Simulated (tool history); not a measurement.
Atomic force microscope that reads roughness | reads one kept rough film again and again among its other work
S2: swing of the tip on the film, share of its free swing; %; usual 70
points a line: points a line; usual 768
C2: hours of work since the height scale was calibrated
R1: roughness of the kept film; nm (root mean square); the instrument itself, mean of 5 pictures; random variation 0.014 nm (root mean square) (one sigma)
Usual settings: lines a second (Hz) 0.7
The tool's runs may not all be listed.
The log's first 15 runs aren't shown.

{"run": 16, "hour": 722.6, "lines a second (Hz)": 0.7, "S2": 70, "points a line": 768, "pictures with this tip": 98, "C2": 191, "R1": 2.938}
{"run": 17, "hour": 770.6, "lines a second (Hz)": 0.7, "S2": 70, "points a line": 501, "pictures with this tip": 155, "C2": 228, "R1": 2.792}
{"hour": 781.6, "done": "new tip fitted"}
{"hour": 806.7, "done": "height scale calibrated on a step standard, once more"}
{"run": 18, "hour": 832.6, "lines a second (Hz)": 0.7, "S2": 70, "points a line": 501, "pictures with this tip": 59, "C2": 20, "R1": 3.079}
{"run": 19, "hour": 891.3, "lines a second (Hz)": 0.7, "S2": 70, "points a line": 501, "pictures with this tip": 128, "C2": 66, "R1": 2.903}
{"hour": 921.6, "done": "new tip fitted"}
{"run": 20, "hour": 930.6, "lines a second (Hz)": 0.7, "S2": 70, "points a line": 501, "pictures with this tip": 11, "C2": 96, "R1": 3.16}
{"run": 21, "hour": 981.7, "lines a second (Hz)": 0.7, "S2": 70, "points a line": 501, "pictures with this tip": 71, "C2": 135, "R1": 3.008}
{"run": 22, "hour": 1035.1, "lines a second (Hz)": 0.7, "S2": 70, "points a line": 501, "pictures with this tip": 134, "C2": 177, "R1": 2.859}
{"hour": 1059.9, "done": "new tip fitted"}
{"run": 23, "hour": 1063.3, "lines a second (Hz)": 0.7, "S2": 70, "points a line": 501, "pictures with this tip": 4, "C2": 198, "R1": 3.204}
{"run": 24, "hour": 1106.8, "lines a second (Hz)": 0.7, "S2": 76, "points a line": 873, "pictures with this tip": 55, "C2": 232, "R1": 3.028}
{"run": 25, "hour": 1161.8, "lines a second (Hz)": 2.434, "S2": 76, "points a line": 355, "pictures with this tip": 120, "C2": 274, "R1": 2.523}
{"hour": 1203.5, "done": "new tip fitted"}
{"run": 26, "hour": 1224.0, "lines a second (Hz)": 2.434, "S2": 76, "points a line": 355, "pictures with this tip": 24, "C2": 322, "R1": 2.737}
{"run": 27, "hour": 1274.8, "lines a second (Hz)": 2.434, "S2": 76, "points a line": 355, "pictures with this tip": 84, "C2": 362, "R1": 2.627}
{"run": 28, "hour": 1334.6, "lines a second (Hz)": 2.081, "S2": 62, "points a line": 355, "pictures with this tip": 154, "C2": 408, "R1": 2.725}
{"hour": 1346.1, "done": "new tip fitted"}
{"run": 29, "hour": 1378.8, "lines a second (Hz)": 2.081, "S2": 62, "points a line": 355, "pictures with this tip": 38, "C2": 442, "R1": 3.035}
{"run": 30, "hour": 1438.3, "lines a second (Hz)": 2.081, "S2": 62, "points a line": 355, "pictures with this tip": 108, "C2": 488, "R1": 2.831}
{"run": 31, "hour": 1465.9, "lines a second (Hz)": 2.081, "S2": 62, "points a line": 355, "pictures with this tip": 141, "C2": 509, "R1": 2.768}
{"hour": 1486.9, "done": "new tip fitted"}
{"run": 32, "hour": 1496.7, "lines a second (Hz)": 2.256, "S2": 62, "points a line": 876, "pictures with this tip": 11, "C2": 533, "R1": 3.085}
{"run": 33, "hour": 1526.9, "lines a second (Hz)": 1.919, "S2": 70, "points a line": 490, "pictures with this tip": 47, "C2": 556, "R1": 2.903}
{"run": 34, "hour": 1558.0, "lines a second (Hz)": 1.919, "S2": 70, "points a line": 490, "pictures with this tip": 83, "C2": 580, "R1": 2.809}
{"run": 35, "hour": 1610.2, "lines a second (Hz)": 1.117, "S2": 70, "points a line": 346, "pictures with this tip": 145, "C2": 621, "R1": 2.763}
{"hour": 1628.9, "done": "new tip fitted"}
{"run": 36, "hour": 1641.2, "lines a second (Hz)": 0.658, "S2": 58, "points a line": 861, "pictures with this tip": 15, "C2": 644, "R1": 3.236}
{"run": 37, "hour": 1704.7, "lines a second (Hz)": 0.658, "S2": 58, "points a line": 861, "pictures with this tip": 89, "C2": 694, "R1": 3.037}
{"run": 38, "hour": 1754.9, "lines a second (Hz)": 1.535, "S2": 78, "points a line": 768, "pictures with this tip": 148, "C2": 733, "R1": 2.601}

The next listed run, before its measurement:
{"hour": 1771.4, "done": "new tip fitted"}
{"run": 39, "hour": 1795.6, "lines a second (Hz)": 3.937, "S2": 60, "points a line": 1000, "pictures with this tip": 29, "C2": 764, "R1": "?"}

{"run 39": {"R1": 2.901}}
Without the tool's hidden state the same run would have given R1 2.999 nm (root mean square).
